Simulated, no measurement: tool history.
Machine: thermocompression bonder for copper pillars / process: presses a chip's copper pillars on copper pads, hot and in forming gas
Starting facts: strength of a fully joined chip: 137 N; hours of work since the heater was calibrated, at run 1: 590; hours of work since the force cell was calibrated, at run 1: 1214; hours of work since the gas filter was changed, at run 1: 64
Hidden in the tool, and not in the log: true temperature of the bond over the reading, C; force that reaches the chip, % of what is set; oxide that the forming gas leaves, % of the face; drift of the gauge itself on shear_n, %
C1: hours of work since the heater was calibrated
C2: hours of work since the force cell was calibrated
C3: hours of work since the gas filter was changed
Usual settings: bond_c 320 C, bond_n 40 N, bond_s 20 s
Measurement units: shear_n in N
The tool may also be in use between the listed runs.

run 1 hour=0.0 | bond_c=320 bond_n=40 bond_s=20 | C1=590 C2=1214 C3=64 | shear_n=78.2
run 2 hour=32.0 | bond_c=320 bond_n=40 bond_s=20 | C1=612 C2=1236 C3=86 | shear_n=77.9
-- hour=61.1 forming gas filter changed
run 3 hour=75.5 | bond_c=320 bond_n=40 bond_s=20 | C1=642 C2=1266 C3=10 | shear_n=79.9
run 4 hour=112.0 | bond_c=320 bond_n=40 bond_s=37 | C1=667 C2=1291 C3=35 | shear_n=95.0
run 5 hour=134.7 | bond_c=320 bond_n=51 bond_s=20 | C1=683 C2=1307 C3=51 | shear_n=90.7
run 6 hour=168.7 | bond_c=320 bond_n=51 bond_s=20 | C1=706 C2=1330 C3=74 | shear_n=90.7
run 7 hour=195.3 | bond_c=320 bond_n=50 bond_s=20 | C1=724 C2=1349 C3=93 | shear_n=89.6
-- hour=215.2 forming gas filter changed
run 8 hour=230.7 | bond_c=320 bond_n=40 bond_s=20 | C1=749 C2=1373 C3=11 | shear_n=80.5
run 9 hour=262.4 | bond_c=346 bond_n=40 bond_s=20 | C1=771 C2=1395 C3=33 | shear_n=101.0
run 10 hour=301.0 | bond_c=346 bond_n=40 bond_s=20 | C1=797 C2=1421 C3=59 | shear_n=101.3
run 11 hour=336.4 | bond_c=346 bond_n=40 bond_s=20 | C1=822 C2=1446 C3=84 | shear_n=100.8
run 12 hour=359.9 | bond_c=346 bond_n=40 bond_s=20 | C1=838 C2=1462 C3=100 | shear_n=100.6
-- hour=371.1 forming gas filter changed
run 13 hour=394.2 | bond_c=346 bond_n=40 bond_s=20 | C1=861 C2=1485 C3=16 | shear_n=103.7
-- hour=398.5 heater calibrated with a thermocouple chip
run 14 hour=444.3 | bond_c=320 bond_n=40 bond_s=20 | C1=32 C2=1519 C3=49 | shear_n=83.3
run 15 hour=483.8 | bond_c=320 bond_n=40 bond_s=20 | C1=59 C2=1546 C3=76 | shear_n=82.7
-- hour=489.9 heater calibrated with a thermocouple chip, once more
run 16 hour=526.1 | bond_c=320 bond_n=40 bond_s=20 | C1=25 C2=1574 C3=104 | shear_n=76.0
-- hour=529.1 forming gas filter changed
run 17 hour=562.1 | bond_c=343 bond_n=33 bond_s=20 | C1=50 C2=1598 C3=23 | shear_n=87.8
run 18 hour=609.5 | bond_c=343 bond_n=33 bond_s=20 | C1=82 C2=1631 C3=56 | shear_n=88.0
run 19 hour=654.0 | bond_c=343 bond_n=33 bond_s=20 | C1=113 C2=1662 C3=86 | shear_n=85.4
-- hour=684.0 forming gas filter changed
run 20 hour=697.8 | bond_c=343 bond_n=33 bond_s=20 | C1=143 C2=1692 C3=9 | shear_n=87.9
run 21 hour=733.2 | bond_c=311 bond_n=34 bond_s=24 | C1=167 C2=1716 C3=34 | shear_n=65.8
run 22 hour=754.0 | bond_c=320 bond_n=34 bond_s=11 | C1=182 C2=1730 C3=48 | shear_n=55.3
run 23 hour=797.3 | bond_c=320 bond_n=34 bond_s=11 | C1=212 C2=1760 C3=78 | shear_n=55.7
-- hour=839.4 forming gas filter changed
run 24 hour=839.8 | bond_c=320 bond_n=34 bond_s=11 | C1=241 C2=1789 C3=0 | shear_n=56.7
run 25 hour=862.1 | bond_c=341 bond_n=30 bond_s=26 | C1=256 C2=1805 C3=16 | shear_n=88.7
run 26 hour=900.5 | bond_c=294 bond_n=55 bond_s=15 | C1=283 C2=1831 C3=42 | shear_n=62.4
run 27 hour=928.4 | bond_c=320 bond_n=25 bond_s=20 | C1=302 C2=1851 C3=61 | shear_n=56.4

Consider 3 possible next runs. They are alternatives, not a sequence: every one starts from the tool as it was left by run 27. What does each give?
run A hour=951.5 | bond_c=345 bond_n=42 bond_s=12 | C1=318 C2=1867 C3=77 | shear_n=?
run B hour=951.5 | bond_c=320 bond_n=38 bond_s=14 | C1=318 C2=1867 C3=77 | shear_n=?
run C hour=951.5 | bond_c=337 bond_n=25 bond_s=20 | C1=318 C2=1867 C3=77 | shear_n=?

run=A shear_n=88.2
run=B shear_n=65.2
run=C shear_n=69.1
Stripped of hidden state, with their random variation kept, the same runs would have yielded:
run=A shear_n=92.2
run=B shear_n=68.4
run=C shear_n=72.5

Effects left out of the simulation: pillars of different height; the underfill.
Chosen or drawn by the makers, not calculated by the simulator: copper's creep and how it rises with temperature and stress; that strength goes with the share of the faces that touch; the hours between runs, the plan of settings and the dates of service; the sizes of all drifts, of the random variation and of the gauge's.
